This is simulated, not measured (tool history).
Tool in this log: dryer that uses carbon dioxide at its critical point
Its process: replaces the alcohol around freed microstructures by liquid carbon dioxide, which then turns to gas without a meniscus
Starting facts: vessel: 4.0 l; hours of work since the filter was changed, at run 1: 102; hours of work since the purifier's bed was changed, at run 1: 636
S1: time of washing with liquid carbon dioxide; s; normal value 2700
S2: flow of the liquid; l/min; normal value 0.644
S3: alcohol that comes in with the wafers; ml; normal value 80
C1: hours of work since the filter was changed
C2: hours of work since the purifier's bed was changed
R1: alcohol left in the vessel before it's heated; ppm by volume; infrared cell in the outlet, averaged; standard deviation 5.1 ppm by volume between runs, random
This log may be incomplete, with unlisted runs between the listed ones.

{"run": 1, "day": 0.0, "S1": 2700, "S2": 0.644, "S3": 80, "C1": 102, "C2": 636, "R1": 301}
{"run": 2, "day": 1.154, "S1": 2700, "S2": 0.644, "S3": 27, "C1": 119, "C2": 652, "R1": 241}
{"run": 3, "day": 1.992, "S1": 2700, "S2": 0.644, "S3": 80, "C1": 130, "C2": 664, "R1": 318}
{"run": 4, "day": 2.804, "S1": 2700, "S2": 0.644, "S3": 80, "C1": 142, "C2": 676, "R1": 337}
{"run": 5, "day": 3.875, "S1": 2700, "S2": 0.644, "S3": 80, "C1": 157, "C2": 691, "R1": 340}
{"run": 6, "day": 4.854, "S1": 2700, "S2": 0.644, "S3": 80, "C1": 171, "C2": 704, "R1": 358}
{"run": 7, "day": 5.458, "S1": 2700, "S2": 0.644, "S3": 80, "C1": 179, "C2": 713, "R1": 357}
{"run": 8, "day": 6.196, "S1": 2700, "S2": 0.644, "S3": 80, "C1": 189, "C2": 723, "R1": 368}
{"day": 7.121, "done": "inlet filter changed"}
{"run": 9, "day": 7.25, "S1": 2700, "S2": 0.644, "S3": 80, "C1": 2, "C2": 737, "R1": 297}
{"run": 10, "day": 7.85, "S1": 2700, "S2": 0.644, "S3": 80, "C1": 10, "C2": 746, "R1": 299}
{"run": 11, "day": 8.421, "S1": 2700, "S2": 0.644, "S3": 80, "C1": 18, "C2": 754, "R1": 315}
{"run": 12, "day": 9.633, "S1": 2700, "S2": 0.644, "S3": 80, "C1": 35, "C2": 771, "R1": 321}
{"run": 13, "day": 10.408, "S1": 2700, "S2": 0.644, "S3": 80, "C1": 46, "C2": 782, "R1": 325}
{"run": 14, "day": 11.246, "S1": 2700, "S2": 0.644, "S3": 80, "C1": 58, "C2": 794, "R1": 330}
{"run": 15, "day": 11.771, "S1": 1920, "S2": 0.644, "S3": 80, "C1": 65, "C2": 801, "R1": 659}
{"run": 16, "day": 12.646, "S1": 2700, "S2": 0.644, "S3": 40, "C1": 78, "C2": 813, "R1": 302}
{"run": 17, "day": 13.842, "S1": 2700, "S2": 0.644, "S3": 40, "C1": 94, "C2": 830, "R1": 309}
{"run": 18, "day": 14.579, "S1": 2700, "S2": 0.644, "S3": 40, "C1": 105, "C2": 840, "R1": 317}
{"run": 19, "day": 15.5, "S1": 3240, "S2": 0.644, "S3": 81, "C1": 118, "C2": 853, "R1": 313}
{"run": 20, "day": 16.508, "S1": 2700, "S2": 0.642, "S3": 80, "C1": 132, "C2": 868, "R1": 399}
{"run": 21, "day": 17.625, "S1": 2700, "S2": 0.642, "S3": 80, "C1": 148, "C2": 883, "R1": 410}
{"run": 22, "day": 18.796, "S1": 2700, "S2": 0.642, "S3": 80, "C1": 164, "C2": 900, "R1": 413}
{"run": 23, "day": 19.438, "S1": 2100, "S2": 0.715, "S3": 80, "C1": 173, "C2": 909, "R1": 551}
{"run": 24, "day": 20.1, "S1": 2100, "S2": 0.715, "S3": 80, "C1": 182, "C2": 918, "R1": 555}
{"day": 21.104, "done": "purifier's bed changed"}
{"run": 25, "day": 21.333, "S1": 3000, "S2": 0.644, "S3": 80, "C1": 198, "C2": 3, "R1": 97}
{"day": 21.667, "done": "inlet filter changed"}
{"run": 26, "day": 21.95, "S1": 3600, "S2": 0.703, "S3": 80, "C1": 4, "C2": 11, "R1": 15}
{"run": 27, "day": 22.958, "S1": 3600, "S2": 0.818, "S3": 26, "C1": 18, "C2": 25, "R1": 14}
{"run": 28, "day": 24.071, "S1": 4200, "S2": 0.989, "S3": 87, "C1": 34, "C2": 41, "R1": 22}
{"run": 29, "day": 24.567, "S1": 3060, "S2": 0.607, "S3": 116, "C1": 41, "C2": 48, "R1": 88}
{"run": 30, "day": 25.083, "S1": 3060, "S2": 0.607, "S3": 116, "C1": 48, "C2": 55, "R1": 104}
{"run": 31, "day": 25.871, "S1": 3060, "S2": 0.607, "S3": 116, "C1": 59, "C2": 66, "R1": 104}
{"run": 32, "day": 26.808, "S1": 2700, "S2": 0.932, "S3": 39, "C1": 72, "C2": 80, "R1": 29}
{"run": 33, "day": 27.35, "S1": 2700, "S2": 0.932, "S3": 39, "C1": 80, "C2": 87, "R1": 28}

Per-run results on a tool with no hidden state, each run keeping its own random variation:
The tool's hidden condition here consists of: flow that reaches the vessel past the clogged filter, %; alcohol in the recycled carbon dioxide, ppm; drift of the gauge itself on alcohol_ppm, %.
run=1 R1=68
run=2 R1=18
run=3 R1=68
run=4 R1=73
run=5 R1=69
run=6 R1=74
run=7 R1=63
run=8 R1=66
run=9 R1=66
run=10 R1=59
run=11 R1=67
run=12 R1=64
run=13 R1=68
run=14 R1=73
run=15 R1=337
run=16 R1=37
run=17 R1=38
run=18 R1=35
run=19 R1=25
run=20 R1=75
run=21 R1=74
run=22 R1=66
run=23 R1=142
run=24 R1=147
run=25 R1=47
run=26 R1=11
run=27 R1=5
run=28 R1=9
run=29 R1=59
run=30 R1=68
run=31 R1=63
run=32 R1=3
run=33 R1=0
